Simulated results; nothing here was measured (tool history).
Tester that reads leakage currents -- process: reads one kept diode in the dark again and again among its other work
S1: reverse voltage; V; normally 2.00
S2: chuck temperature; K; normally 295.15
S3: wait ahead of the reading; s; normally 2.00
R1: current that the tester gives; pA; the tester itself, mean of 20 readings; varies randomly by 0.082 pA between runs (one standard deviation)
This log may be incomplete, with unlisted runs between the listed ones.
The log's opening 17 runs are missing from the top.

| run | hour | S1 | S2 | S3 | R1 |
|---|---|---|---|---|---|
| 18 | 1563.1 | 2.00 | 310.15 | 2.00 | 61.93 |
| 19 | 1685.2 | 2.00 | 295.15 | 2.00 | 21.48 |
| 20 | 1770.9 | 2.00 | 295.15 | 2.00 | 21.55 |
| 21 | 1858.9 | 2.00 | 311.15 | 0.75 | 66.24 |
| 22 | 1971.4 | 6.10 | 306.15 | 0.75 | 91.51 |
| 23 | 2048.7 | 4.38 | 308.15 | 1.36 | 85.46 |
| 24 | 2117.0 | 11.60 | 295.15 | 0.48 | 62.41 |
| 25 | 2216.9 | 11.86 | 295.15 | 6.37 | 60.84 |
| 26 | 2309.5 | 2.00 | 295.15 | 0.98 | 21.59 |
| 27 | 2409.1 | 13.81 | 295.15 | 7.22 | 66.61 |
|  | 2418.7 | chuck's temperature calibrated |
|  | 2479.8 | probe card cleaned and baked |
| 28 | 2540.7 | 2.00 | 302.15 | 0.61 | 35.97 |
| 29 | 2637.6 | 2.00 | 302.15 | 0.61 | 35.94 |
|  | 2763.4 | tester calibrated |
| 30 | 2768.3 | 2.01 | 304.15 | 0.57 | 41.64 |
| 31 | 2844.0 | 19.21 | 299.15 | 2.00 | 109.38 |
| 32 | 2944.5 | 2.00 | 305.15 | 1.30 | 44.17 |
| 33 | 3014.9 | 10.45 | 297.15 | 0.67 | 66.92 |
| 34 | 3119.5 | 1.26 | 309.15 | 1.26 | 44.34 |
| 35 | 3239.4 | 2.00 | 311.15 | 2.00 | 66.10 |
| 36 | 3349.0 | 5.99 | 319.15 | 6.18 | 211.76 |
| 37 | 3408.6 | 8.83 | 301.15 | 5.49 | 78.89 |
| 38 | 3488.8 | 3.98 | 301.15 | 6.10 | 49.75 |
| 39 | 3614.6 | 1.34 | 296.15 | 1.59 | 18.34 |
| 40 | 3709.2 | 1.34 | 296.15 | 1.59 | 18.24 |

Consider 4 possible next runs. They are alternatives, not a sequence: every one starts from the tool as it was left by run 40. What does each give?
| A | 3800.0 | 1.15 | 303.15 | 1.83 | ? |
| B | 3800.0 | 18.54 | 301.15 | 3.01 | ? |
| C | 3800.0 | 5.87 | 328.15 | 2.75 | ? |
| D | 3800.0 | 9.97 | 305.15 | 1.59 | ? |

| run | R1 |
|---|---|
| A | 27.67 |
| B | 122.62 |
| C | 364.54 |
| D | 113.69 |
With the hidden condition removed and each run's random variation left untouched, the same runs would have given:
| run | R1 |
|---|---|
| A | 27.67 |
| B | 122.60 |
| C | 364.51 |
| D | 113.67 |

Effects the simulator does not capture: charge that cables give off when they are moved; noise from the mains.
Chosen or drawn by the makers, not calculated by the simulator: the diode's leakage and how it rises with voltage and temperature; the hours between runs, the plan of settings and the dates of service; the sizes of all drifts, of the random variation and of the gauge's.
